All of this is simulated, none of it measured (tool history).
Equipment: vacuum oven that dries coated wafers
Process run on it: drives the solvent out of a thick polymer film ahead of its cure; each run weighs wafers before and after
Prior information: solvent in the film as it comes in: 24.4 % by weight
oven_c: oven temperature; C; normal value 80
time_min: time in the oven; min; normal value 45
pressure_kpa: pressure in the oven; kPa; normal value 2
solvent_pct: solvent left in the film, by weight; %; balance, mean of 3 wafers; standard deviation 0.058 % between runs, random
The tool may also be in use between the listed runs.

Run 1, hour 0: usual settings. Result: solvent_pct 3.25 %.
Run 2, hour 28.6: usual settings. Result: solvent_pct 3.13 %.
Run 3, hour 45.9: usual settings. Result: solvent_pct 3.13 %.
Run 4, hour 76.6: usual settings. Result: solvent_pct 3.15 %.
Run 5, hour 90.3: usual settings but time_min 49 min. Result: solvent_pct 2.8 %.
Run 6, hour 106.4: usual settings but time_min 49 min. Result: solvent_pct 2.75 %.
Run 7, hour 134: usual settings but time_min 35 min. Result: solvent_pct 4.56 %.
At hour 137.1: vacuum gauge cleaned of residue and calibrated.
Run 8, hour 153.2: usual settings. Result: solvent_pct 3.16 %.
Run 9, hour 176.3: usual settings but oven_c 77 C. Result: solvent_pct 4.18 %.
Run 10, hour 189.2: usual settings but oven_c 77 C. Result: solvent_pct 4.22 %.
At hour 194.9: vacuum gauge cleaned of residue and calibrated, once more.
Run 11, hour 219.8: usual settings but oven_c 77 C. Result: solvent_pct 4.21 %.
Run 12, hour 232.7: usual settings but pressure_kpa 1.65 kPa. Result: solvent_pct 3.1 %.
Run 13, hour 255.2: usual settings but oven_c 93 C, pressure_kpa 4.45 kPa. Result: solvent_pct 1.36 %.
Run 14, hour 282.9: usual settings but oven_c 78 C, pressure_kpa 4.94 kPa. Result: solvent_pct 4.98 %.
Run 15, hour 297.8: usual settings but oven_c 68 C, time_min 57 min, pressure_kpa 3.98 kPa. Result: solvent_pct 7.23 %.
Run 16, hour 310.8: usual settings but oven_c 68 C, time_min 57 min, pressure_kpa 3.98 kPa. Result: solvent_pct 7.25 %.
Run 17, hour 326.5: usual settings but oven_c 68 C, time_min 42 min, pressure_kpa 3.64 kPa. Result: solvent_pct 9.1 %.
Run 18, hour 352.9: usual settings but oven_c 68 C, time_min 26 min, pressure_kpa 1.72 kPa. Result: solvent_pct 11.66 %.
Run 19, hour 384: usual settings but oven_c 85 C. Result: solvent_pct 1.98 %.

Forecast each of these 5 alternatives for the next run:
Run A, hour 412.6: usual settings but oven_c 68 C, pressure_kpa 2.65 kPa. Result: solvent_pct ?.
Run B, hour 412.6: usual settings but oven_c 78 C, time_min 39 min, pressure_kpa 4.07 kPa. Result: solvent_pct ?.
Run C, hour 412.6: usual settings but oven_c 78 C, time_min 38 min. Result: solvent_pct ?.
Run D, hour 412.6: usual settings but oven_c 85 C. Result: solvent_pct ?.
Run E, hour 412.6: usual settings but oven_c 84 C, time_min 30 min, pressure_kpa 4.88 kPa. Result: solvent_pct ?.

run  solvent_pct
  A         8.17
  B         5.43
  C          4.8
  D         2.04
  E         5.04
The same runs, with their run-to-run variation unchanged, on a tool lacking any hidden condition would have given:
run  solvent_pct
  A         7.64
  B         4.98
  C         4.37
  D          1.8
  E         4.62
